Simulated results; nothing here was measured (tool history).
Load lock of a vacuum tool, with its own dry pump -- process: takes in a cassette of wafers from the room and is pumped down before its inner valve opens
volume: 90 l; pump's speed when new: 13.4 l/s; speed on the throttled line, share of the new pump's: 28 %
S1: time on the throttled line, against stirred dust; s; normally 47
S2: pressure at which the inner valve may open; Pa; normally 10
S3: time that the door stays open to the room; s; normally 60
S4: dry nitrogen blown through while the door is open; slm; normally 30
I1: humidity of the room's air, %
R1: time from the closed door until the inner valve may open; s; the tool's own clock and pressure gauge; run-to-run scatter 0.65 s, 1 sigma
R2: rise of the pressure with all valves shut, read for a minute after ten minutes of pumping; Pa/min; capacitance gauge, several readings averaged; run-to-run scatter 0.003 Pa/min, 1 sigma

run 1 hour=0 | S1=47 S2=10 S3=60 S4=30 | I1=45.9 | R1=96.6 R2=0.031
run 2 hour=125.3 | S1=47 S2=10 S3=60 S4=30 | I1=43.8 | R1=97.2 R2=0.035
run 3 hour=209.7 | S1=47 S2=10 S3=60 S4=30 | I1=44.2 | R1=95.9 R2=0.036
run 4 hour=297.6 | S1=47 S2=10 S3=60 S4=30 | I1=43.9 | R1=97.2 R2=0.034
run 5 hour=391.1 | S1=47 S2=10 S3=60 S4=30 | I1=43.7 | R1=98.2 R2=0.029
run 6 hour=487 | S1=47 S2=10 S3=60 S4=30 | I1=43.1 | R1=96.9 R2=0.031
run 7 hour=610.2 | S1=47 S2=10 S3=60 S4=30 | I1=46.1 | R1=96.1 R2=0.037
run 8 hour=713.2 | S1=47 S2=10 S3=60 S4=30 | I1=48 | R1=97.5 R2=0.034
run 9 hour=822 | S1=47 S2=10 S3=60 S4=30 | I1=45.3 | R1=96 R2=0.035
run 10 hour=951.6 | S1=47 S2=10 S3=60 S4=30 | I1=44.8 | R1=98.2 R2=0.034
run 11 hour=1008.3 | S1=47 S2=10 S3=60 S4=40 | I1=45.5 | R1=98 R2=0.029
run 12 hour=1111.6 | S1=47 S2=10 S3=60 S4=22 | I1=45.2 | R1=96.8 R2=0.036
run 13 hour=1197.1 | S1=47 S2=10 S3=60 S4=42 | I1=45.8 | R1=97 R2=0.038
run 14 hour=1282.8 | S1=47 S2=10 S3=60 S4=30 | I1=44.8 | R1=97.6 R2=0.03
run 15 hour=1358.2 | S1=47 S2=10 S3=60 S4=30 | I1=47.3 | R1=98.1 R2=0.044
run 16 hour=1476.6 | S1=47 S2=10 S3=98 S4=30 | I1=45.1 | R1=97.7 R2=0.045
run 17 hour=1591.3 | S1=47 S2=10 S3=98 S4=30 | I1=42.1 | R1=98.4 R2=0.044
run 18 hour=1644.5 | S1=47 S2=18 S3=27 S4=30 | I1=43.6 | R1=92.7 R2=0.029
run 19 hour=1749 | S1=48 S2=9 S3=71 S4=16 | I1=48.7 | R1=98.6 R2=0.047
run 20 hour=1852.9 | S1=28 S2=9 S3=162 S4=5 | I1=43.6 | R1=85.6 R2=0.093
run 21 hour=1984.2 | S1=69 S2=8 S3=162 S4=39 | I1=41.5 | R1=113.9 R2=0.048
run 22 hour=2068 | S1=47 S2=10 S3=60 S4=17 | I1=45.7 | R1=98.1 R2=0.046
run 23 hour=2188.9 | S1=47 S2=10 S3=60 S4=17 | I1=43.9 | R1=98.3 R2=0.048
run 24 hour=2285.3 | S1=47 S2=10 S3=26 S4=17 | I1=43.1 | R1=99.2 R2=0.037
run 25 hour=2412.1 | S1=47 S2=10 S3=26 S4=18 | I1=45.6 | R1=98.3 R2=0.037
run 26 hour=2536.2 | S1=29 S2=10 S3=26 S4=20 | I1=45.8 | R1=85.1 R2=0.036
run 27 hour=2651.9 | S1=47 S2=10 S3=60 S4=18 | I1=43.7 | R1=98 R2=0.053
run 28 hour=2716.8 | S1=43 S2=10 S3=59 S4=30 | I1=45.2 | R1=94.7 R2=0.048
run 29 hour=2836 | S1=43 S2=10 S3=59 S4=30 | I1=46.6 | R1=95.6 R2=0.046
run 30 hour=2927.7 | S1=43 S2=10 S3=59 S4=30 | I1=45.5 | R1=95.7 R2=0.042
run 31 hour=2996.2 | S1=32 S2=10 S3=60 S4=30 | I1=42.1 | R1=87.6 R2=0.046
run 32 hour=3059.7 | S1=32 S2=10 S3=60 S4=30 | I1=44.7 | R1=87.2 R2=0.041
run 33 hour=3121.2 | S1=47 S2=8 S3=159 S4=45 | I1=46.2 | R1=101 R2=0.055

Each row is a separate what-if for the run after 33, all from the same tool condition, not one after another. Results?
run A hour=3188.1 | S1=50 S2=20 S3=159 S4=5 | I1=47.1 | R1=? R2=?
run B hour=3188.1 | S1=36 S2=16 S3=96 S4=30 | I1=41.1 | R1=? R2=?
run C hour=3188.1 | S1=63 S2=10 S3=32 S4=29 | I1=44.7 | R1=? R2=?
run D hour=3188.1 | S1=85 S2=17 S3=73 S4=30 | I1=47.1 | R1=? R2=?
run E hour=3188.1 | S1=35 S2=8 S3=101 S4=41 | I1=45 | R1=? R2=?

run=A R1=96 R2=0.109
run=B R1=88.7 R2=0.048
run=C R1=110.5 R2=0.031
run=D R1=122.1 R2=0.054
run=E R1=92.5 R2=0.049
Stripped of hidden state, with their random variation kept, the same runs would have yielded:
run=A R1=93.4 R2=0.086
run=B R1=86 R2=0.025
run=C R1=108 R2=0.009
run=D R1=120.2 R2=0.03
run=E R1=89.4 R2=0.026

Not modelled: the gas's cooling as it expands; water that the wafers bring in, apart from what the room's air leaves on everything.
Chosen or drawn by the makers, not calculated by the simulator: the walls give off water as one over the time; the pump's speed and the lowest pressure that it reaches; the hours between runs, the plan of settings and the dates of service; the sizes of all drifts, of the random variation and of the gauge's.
